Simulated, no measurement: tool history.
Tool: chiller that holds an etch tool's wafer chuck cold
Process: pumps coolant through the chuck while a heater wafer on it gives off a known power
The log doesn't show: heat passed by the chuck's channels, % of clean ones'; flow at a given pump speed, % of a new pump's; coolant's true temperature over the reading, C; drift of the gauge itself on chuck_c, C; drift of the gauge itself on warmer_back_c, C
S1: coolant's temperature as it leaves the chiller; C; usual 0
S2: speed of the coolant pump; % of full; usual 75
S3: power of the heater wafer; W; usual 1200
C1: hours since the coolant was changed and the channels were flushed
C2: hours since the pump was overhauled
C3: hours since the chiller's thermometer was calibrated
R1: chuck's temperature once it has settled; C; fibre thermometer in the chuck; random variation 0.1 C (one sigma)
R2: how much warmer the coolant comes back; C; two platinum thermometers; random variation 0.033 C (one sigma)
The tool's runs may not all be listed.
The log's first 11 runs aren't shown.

{"run": 12, "hour": 1508.4, "S1": 0, "S2": 61, "S3": 1200, "C1": 2068, "C2": 2316, "C3": 844, "R1": 13.3, "R2": 6.16}
{"run": 13, "hour": 1666.0, "S1": 0, "S2": 61, "S3": 1200, "C1": 2226, "C2": 2473, "C3": 1001, "R1": 13.2, "R2": 6.09}
{"run": 14, "hour": 1787.9, "S1": 0, "S2": 75, "S3": 1021, "C1": 2348, "C2": 2595, "C3": 1123, "R1": 9.4, "R2": 4.22}
{"run": 15, "hour": 1952.7, "S1": 0, "S2": 64, "S3": 1200, "C1": 2513, "C2": 2760, "C3": 1288, "R1": 13.0, "R2": 5.83}
{"run": 16, "hour": 2034.1, "S1": 0, "S2": 87, "S3": 1200, "C1": 2594, "C2": 2841, "C3": 1369, "R1": 9.8, "R2": 4.36}
{"run": 17, "hour": 2108.7, "S1": 1, "S2": 98, "S3": 765, "C1": 2669, "C2": 2916, "C3": 1444, "R1": 6.6, "R2": 2.43}
{"run": 18, "hour": 2201.6, "S1": 0, "S2": 91, "S3": 872, "C1": 2762, "C2": 3009, "C3": 1537, "R1": 6.9, "R2": 3.07}
{"run": 19, "hour": 2308.9, "S1": -2, "S2": 85, "S3": 1299, "C1": 2869, "C2": 3116, "C3": 1644, "R1": 8.8, "R2": 4.77}
{"run": 20, "hour": 2405.8, "S1": -9, "S2": 79, "S3": 985, "C1": 2966, "C2": 3213, "C3": 1741, "R1": -0.1, "R2": 3.92}
{"run": 21, "hour": 2564.1, "S1": 9, "S2": 79, "S3": 1684, "C1": 3124, "C2": 3371, "C3": 1899, "R1": 24.2, "R2": 6.7}
{"run": 22, "hour": 2740.1, "S1": 9, "S2": 90, "S3": 765, "C1": 3300, "C2": 3547, "C3": 2075, "R1": 15.3, "R2": 2.69}
{"run": 23, "hour": 2883.6, "S1": 9, "S2": 90, "S3": 765, "C1": 3444, "C2": 3691, "C3": 2219, "R1": 15.1, "R2": 2.67}
{"run": 24, "hour": 2978.1, "S1": 0, "S2": 68, "S3": 1200, "C1": 3538, "C2": 3785, "C3": 2313, "R1": 12.4, "R2": 5.54}
{"run": 25, "hour": 3102.0, "S1": -6, "S2": 61, "S3": 1200, "C1": 3662, "C2": 3909, "C3": 2437, "R1": 7.8, "R2": 6.21}
{"run": 26, "hour": 3252.5, "S1": -6, "S2": 61, "S3": 1200, "C1": 3812, "C2": 4060, "C3": 2588, "R1": 7.5, "R2": 6.26}
{"run": 27, "hour": 3438.0, "S1": -6, "S2": 61, "S3": 1200, "C1": 3998, "C2": 4245, "C3": 2773, "R1": 7.7, "R2": 6.29}
{"run": 28, "hour": 3542.6, "S1": 7, "S2": 83, "S3": 1205, "C1": 4103, "C2": 4350, "C3": 2878, "R1": 17.6, "R2": 4.67}
{"hour": 3631.4, "done": "chiller's thermometer calibrated"}
{"run": 29, "hour": 3696.3, "S1": 7, "S2": 83, "S3": 1205, "C1": 4255, "C2": 4503, "C3": 65, "R1": 17.8, "R2": 4.62}
{"run": 30, "hour": 3792.5, "S1": 6, "S2": 78, "S3": 668, "C1": 4351, "C2": 4599, "C3": 161, "R1": 12.4, "R2": 2.77}
{"run": 31, "hour": 3944.3, "S1": 6, "S2": 74, "S3": 668, "C1": 4503, "C2": 4751, "C3": 313, "R1": 12.5, "R2": 2.95}
{"run": 32, "hour": 4051.1, "S1": 0, "S2": 88, "S3": 948, "C1": 4610, "C2": 4857, "C3": 420, "R1": 8.1, "R2": 3.5}

Forecast each of these 3 alternatives for the next run:
{"run": "A", "hour": 4159.5, "S1": 8, "S2": 96, "S3": 912, "C1": 4718, "C2": 4966, "C3": 528, "R1": "?", "R2": "?"}
{"run": "B", "hour": 4159.5, "S1": -5, "S2": 75, "S3": 1200, "C1": 4718, "C2": 4966, "C3": 528, "R1": "?", "R2": "?"}
{"run": "C", "hour": 4159.5, "S1": 7, "S2": 67, "S3": 948, "C1": 4718, "C2": 4966, "C3": 528, "R1": "?", "R2": "?"}

run=A R1=15.4 R2=3.02
run=B R1=6.7 R2=5.12
run=C R1=17.4 R2=4.51
Without the tool's hidden state the same runs would have given:
run=A R1=14.4 R2=2.81
run=B R1=5.1 R2=4.77
run=C R1=15.9 R2=4.20
